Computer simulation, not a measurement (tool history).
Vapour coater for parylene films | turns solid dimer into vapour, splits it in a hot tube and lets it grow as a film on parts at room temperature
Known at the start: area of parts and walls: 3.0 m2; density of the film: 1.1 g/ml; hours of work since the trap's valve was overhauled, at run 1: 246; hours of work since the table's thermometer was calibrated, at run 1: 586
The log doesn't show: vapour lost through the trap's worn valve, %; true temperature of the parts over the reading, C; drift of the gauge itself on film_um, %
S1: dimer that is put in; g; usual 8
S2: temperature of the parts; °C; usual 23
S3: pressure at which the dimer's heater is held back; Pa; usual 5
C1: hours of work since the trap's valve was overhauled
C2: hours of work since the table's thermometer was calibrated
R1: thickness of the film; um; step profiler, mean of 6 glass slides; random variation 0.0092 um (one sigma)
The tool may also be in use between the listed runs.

run,hour,S1,S2,S3,C1,C2,R1
1,0,8,23,5,246,586,1.243
2,27.5,8,23,5,265,605,1.229
3,42.3,8,23,5,275,615,1.242
4,70.2,8,17,5,294,634,1.559
# hour 83.6: trap's valve overhauled
5,87.9,5,23,5,3,644,0.807
6,110.1,5,23,5,18,659,0.805
7,137.8,5,23,5,37,678,0.803
8,162.9,5,23,5,55,695,0.804
9,180.8,8,23,5,67,708,1.261
10,200.2,8,23,5,81,721,1.275
11,223.3,8,18,5,96,737,1.544
12,249.5,8,18,5,115,755,1.537
13,261.2,8,18,5,123,763,1.561
14,276.8,8,23,9.22,133,774,1.102
15,301.7,8,23,5,151,791,1.268
# hour 304.3: table's thermometer calibrated
16,321.7,8,23,5,164,12,1.238
17,347.7,8,23,5,182,30,1.229
18,375.3,8,23,5,201,49,1.223
# hour 385.3: table's thermometer calibrated, once more
19,394.5,8,23,2.5,213,6,1.472
20,413.4,8,23,2.5,226,19,1.452
21,433.9,8,23,2.5,240,34,1.462
22,461.4,12,23,5,259,53,1.88
23,473,8,21,5,267,61,1.349
24,492.9,8,21,5,281,74,1.361
25,504.8,3,19,6.48,289,82,0.537
# hour 525: trap's valve overhauled
26,534.7,8,24,4.92,7,100,1.256
27,561.8,8,24,4.92,25,119,1.264
28,589.3,5,24,8.24,44,138,0.694
29,616.1,13,20,2.38,63,157,2.776
30,632.5,13,20,2.38,74,168,2.773
31,651.7,6,16,6.94,87,181,1.182
32,679.2,13,23,3.97,106,200,2.189
33,698.2,13,23,3.97,119,213,2.192
34,711.7,13,23,3.97,129,223,2.191
35,724.4,13,23,3.97,138,231,2.17
36,745.5,13,23,3.97,152,246,2.183
37,758.8,4,23,3.39,161,255,0.693
38,784.5,3,18,2.98,179,273,0.656
39,805.3,3,31,2.56,193,287,0.405
40,822.4,7,31,7.16,205,299,0.734
41,838.5,5,23,5,216,310,0.79
42,859.8,5,23,5,231,325,0.789
43,885.2,4,29,11.78,249,342,0.408
44,913.5,6,24,6.69,268,362,0.851
45,936.9,10,30,3.94,284,378,1.23
# hour 965.8: trap's valve overhauled
46,966,3,33,4.66,0,395,0.326
47,993.5,13,24,9.55,19,414,1.745
48,1018.3,8,19,10.53,36,431,1.264

3 ways to go on from here, each from the tool as it stands after run 48. What would each give?
A,1030.1,4,32,10.27,44,440,?
B,1030.1,8,16,2.88,44,440,?
C,1030.1,4,25,7.74,44,440,?

run,R1
A,0.383
B,1.907
C,0.519
Without the tool's hidden state the same runs would have given:
run,R1
A,0.39
B,1.946
C,0.53
